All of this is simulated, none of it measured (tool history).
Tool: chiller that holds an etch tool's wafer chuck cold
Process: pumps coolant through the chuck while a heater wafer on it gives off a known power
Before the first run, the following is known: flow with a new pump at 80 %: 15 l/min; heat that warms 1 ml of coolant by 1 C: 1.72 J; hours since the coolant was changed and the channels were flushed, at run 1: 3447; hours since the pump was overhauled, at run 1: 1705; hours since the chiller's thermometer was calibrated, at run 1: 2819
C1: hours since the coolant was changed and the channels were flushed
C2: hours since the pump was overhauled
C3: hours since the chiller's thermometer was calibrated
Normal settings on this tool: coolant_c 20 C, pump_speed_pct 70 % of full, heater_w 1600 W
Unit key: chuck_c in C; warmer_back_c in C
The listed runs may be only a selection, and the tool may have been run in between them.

run 1 hour=0 | coolant_c=20 pump_speed_pct=70 heater_w=1600 | C1=3447 C2=1705 C3=2819 | chuck_c=31.31 warmer_back_c=4.3
run 2 hour=66.5 | coolant_c=20 pump_speed_pct=70 heater_w=1600 | C1=3514 C2=1771 C3=2886 | chuck_c=31.23 warmer_back_c=4.3
run 3 hour=117 | coolant_c=20 pump_speed_pct=70 heater_w=1600 | C1=3564 C2=1822 C3=2936 | chuck_c=31.21 warmer_back_c=4.34
run 4 hour=160.9 | coolant_c=20 pump_speed_pct=70 heater_w=1600 | C1=3608 C2=1866 C3=2980 | chuck_c=31.2 warmer_back_c=4.35
run 5 hour=218.2 | coolant_c=20 pump_speed_pct=70 heater_w=1600 | C1=3665 C2=1923 C3=3037 | chuck_c=31.22 warmer_back_c=4.27
run 6 hour=305.7 | coolant_c=20 pump_speed_pct=70 heater_w=1600 | C1=3753 C2=2011 C3=3125 | chuck_c=31.11 warmer_back_c=4.26
run 7 hour=380.4 | coolant_c=20 pump_speed_pct=70 heater_w=1600 | C1=3828 C2=2085 C3=3200 | chuck_c=31.18 warmer_back_c=4.27
run 8 hour=435.8 | coolant_c=20 pump_speed_pct=70 heater_w=1600 | C1=3883 C2=2141 C3=3255 | chuck_c=31.39 warmer_back_c=4.3
run 9 hour=493 | coolant_c=20 pump_speed_pct=70 heater_w=1600 | C1=3940 C2=2198 C3=3312 | chuck_c=31.14 warmer_back_c=4.29
run 10 hour=562.5 | coolant_c=20 pump_speed_pct=70 heater_w=1600 | C1=4010 C2=2267 C3=3382 | chuck_c=31.49 warmer_back_c=4.27
run 11 hour=609.1 | coolant_c=20 pump_speed_pct=70 heater_w=1487 | C1=4056 C2=2314 C3=3428 | chuck_c=30.46 warmer_back_c=3.98
run 12 hour=667 | coolant_c=20 pump_speed_pct=70 heater_w=1487 | C1=4114 C2=2372 C3=3486 | chuck_c=30.61 warmer_back_c=3.93
run 13 hour=717 | coolant_c=20 pump_speed_pct=70 heater_w=1487 | C1=4164 C2=2422 C3=3536 | chuck_c=30.5 warmer_back_c=3.96
run 14 hour=776.4 | coolant_c=28 pump_speed_pct=70 heater_w=1106 | C1=4224 C2=2481 C3=3596 | chuck_c=35.94 warmer_back_c=2.9
run 15 hour=868 | coolant_c=28 pump_speed_pct=70 heater_w=1106 | C1=4315 C2=2573 C3=3687 | chuck_c=35.96 warmer_back_c=2.88
run 16 hour=927.2 | coolant_c=21 pump_speed_pct=75 heater_w=2016 | C1=4374 C2=2632 C3=3746 | chuck_c=34.74 warmer_back_c=4.95
run 17 hour=982.1 | coolant_c=27 pump_speed_pct=61 heater_w=1600 | C1=4429 C2=2687 C3=3801 | chuck_c=39.26 warmer_back_c=4.91
run 18 hour=1035.2 | coolant_c=24 pump_speed_pct=85 heater_w=1600 | C1=4482 C2=2740 C3=3854 | chuck_c=34.07 warmer_back_c=3.34
run 19 hour=1127.1 | coolant_c=20 pump_speed_pct=70 heater_w=1248 | C1=4574 C2=2832 C3=3946 | chuck_c=28.94 warmer_back_c=3.23
run 20 hour=1212.8 | coolant_c=18 pump_speed_pct=65 heater_w=1600 | C1=4660 C2=2918 C3=4032 | chuck_c=29.97 warmer_back_c=4.59
run 21 hour=1291.2 | coolant_c=18 pump_speed_pct=65 heater_w=1600 | C1=4738 C2=2996 C3=4110 | chuck_c=29.77 warmer_back_c=4.54

Predict each of these 3 candidate next runs independently; none follows another, all start after run 21:
run A hour=1335.9 | coolant_c=11 pump_speed_pct=61 heater_w=1600 | C1=4783 C2=3041 C3=4155 | chuck_c=? warmer_back_c=?
run B hour=1335.9 | coolant_c=20 pump_speed_pct=62 heater_w=2012 | C1=4783 C2=3041 C3=4155 | chuck_c=? warmer_back_c=?
run C hour=1335.9 | coolant_c=22 pump_speed_pct=63 heater_w=1282 | C1=4783 C2=3041 C3=4155 | chuck_c=? warmer_back_c=?

run=A chuck_c=23.41 warmer_back_c=4.88
run=B chuck_c=35.42 warmer_back_c=6.06
run=C chuck_c=31.77 warmer_back_c=3.77
Without the tool's unlogged condition, the same runs would have read:
run=A chuck_c=23.39 warmer_back_c=5.03
run=B chuck_c=35.38 warmer_back_c=6.22
run=C chuck_c=31.75 warmer_back_c=3.93
